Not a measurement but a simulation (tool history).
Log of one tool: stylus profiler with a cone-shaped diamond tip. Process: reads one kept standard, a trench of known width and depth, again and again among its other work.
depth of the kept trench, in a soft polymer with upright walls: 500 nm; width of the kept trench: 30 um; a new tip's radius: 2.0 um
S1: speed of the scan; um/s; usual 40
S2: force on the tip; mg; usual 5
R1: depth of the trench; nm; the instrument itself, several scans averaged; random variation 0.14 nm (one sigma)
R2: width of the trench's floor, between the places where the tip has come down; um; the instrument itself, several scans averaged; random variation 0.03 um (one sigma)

{"run": 1, "day": 0.0, "S1": 40, "S2": 5, "R1": 506.56, "R2": 25.55}
{"run": 2, "day": 3.571, "S1": 40, "S2": 5, "R1": 506.42, "R2": 25.54}
{"day": 6.212, "done": "new tip fitted, height scale calibrated"}
{"run": 3, "day": 6.696, "S1": 40, "S2": 5, "R1": 506.58, "R2": 27.25}
{"run": 4, "day": 10.65, "S1": 40, "S2": 5, "R1": 506.43, "R2": 27.16}
{"run": 5, "day": 14.008, "S1": 40, "S2": 5, "R1": 506.75, "R2": 27.11}
{"run": 6, "day": 16.379, "S1": 37, "S2": 5, "R1": 506.72, "R2": 27.1}
{"run": 7, "day": 19.908, "S1": 37, "S2": 2.03, "R1": 503.39, "R2": 26.93}
{"run": 8, "day": 22.6, "S1": 131, "S2": 5, "R1": 506.4, "R2": 26.64}
{"run": 9, "day": 25.129, "S1": 131, "S2": 2.9, "R1": 504.13, "R2": 26.48}
{"run": 10, "day": 27.317, "S1": 131, "S2": 2.9, "R1": 504.39, "R2": 26.42}
{"run": 11, "day": 31.025, "S1": 131, "S2": 2.9, "R1": 504.5, "R2": 26.34}
{"run": 12, "day": 35.012, "S1": 12, "S2": 4.04, "R1": 505.14, "R2": 26.72}
{"run": 13, "day": 37.617, "S1": 12, "S2": 4.04, "R1": 505.14, "R2": 26.68}
{"run": 14, "day": 40.288, "S1": 27, "S2": 13.98, "R1": 513.04, "R2": 26.67}
{"run": 15, "day": 43.792, "S1": 27, "S2": 13.98, "R1": 512.84, "R2": 26.62}
{"run": 16, "day": 46.496, "S1": 67, "S2": 13.98, "R1": 512.8, "R2": 26.45}
{"run": 17, "day": 49.475, "S1": 67, "S2": 13.98, "R1": 512.87, "R2": 26.47}
{"run": 18, "day": 51.767, "S1": 136, "S2": 5.77, "R1": 506.46, "R2": 26.12}
{"run": 19, "day": 54.342, "S1": 136, "S2": 5.77, "R1": 506.63, "R2": 26.05}
{"run": 20, "day": 56.562, "S1": 60, "S2": 2.9, "R1": 503.71, "R2": 26.22}
{"run": 21, "day": 58.292, "S1": 61, "S2": 2.28, "R1": 502.94, "R2": 26.11}
{"run": 22, "day": 61.188, "S1": 61, "S2": 3.59, "R1": 504.18, "R2": 26.12}

Forecast each of these 5 alternatives for the next run:
{"run": "A", "day": 63.392, "S1": 67, "S2": 7.06, "R1": "?", "R2": "?"}
{"run": "B", "day": 63.392, "S1": 105, "S2": 6.62, "R1": "?", "R2": "?"}
{"run": "C", "day": 63.392, "S1": 50, "S2": 2.51, "R1": "?", "R2": "?"}
{"run": "D", "day": 63.392, "S1": 64, "S2": 13.97, "R1": "?", "R2": "?"}
{"run": "E", "day": 63.392, "S1": 82, "S2": 12.29, "R1": "?", "R2": "?"}

run=A R1=507.46 R2=26.2
run=B R1=507.09 R2=26.03
run=C R1=503.21 R2=26.12
run=D R1=512.38 R2=26.21
run=E R1=511.31 R2=26.24
Without the tool's hidden state the same runs would have given:
run=A R1=508.79 R2=27.21
run=B R1=508.42 R2=27.05
run=C R1=504.53 R2=27.13
run=D R1=513.71 R2=27.22
run=E R1=512.64 R2=27.25

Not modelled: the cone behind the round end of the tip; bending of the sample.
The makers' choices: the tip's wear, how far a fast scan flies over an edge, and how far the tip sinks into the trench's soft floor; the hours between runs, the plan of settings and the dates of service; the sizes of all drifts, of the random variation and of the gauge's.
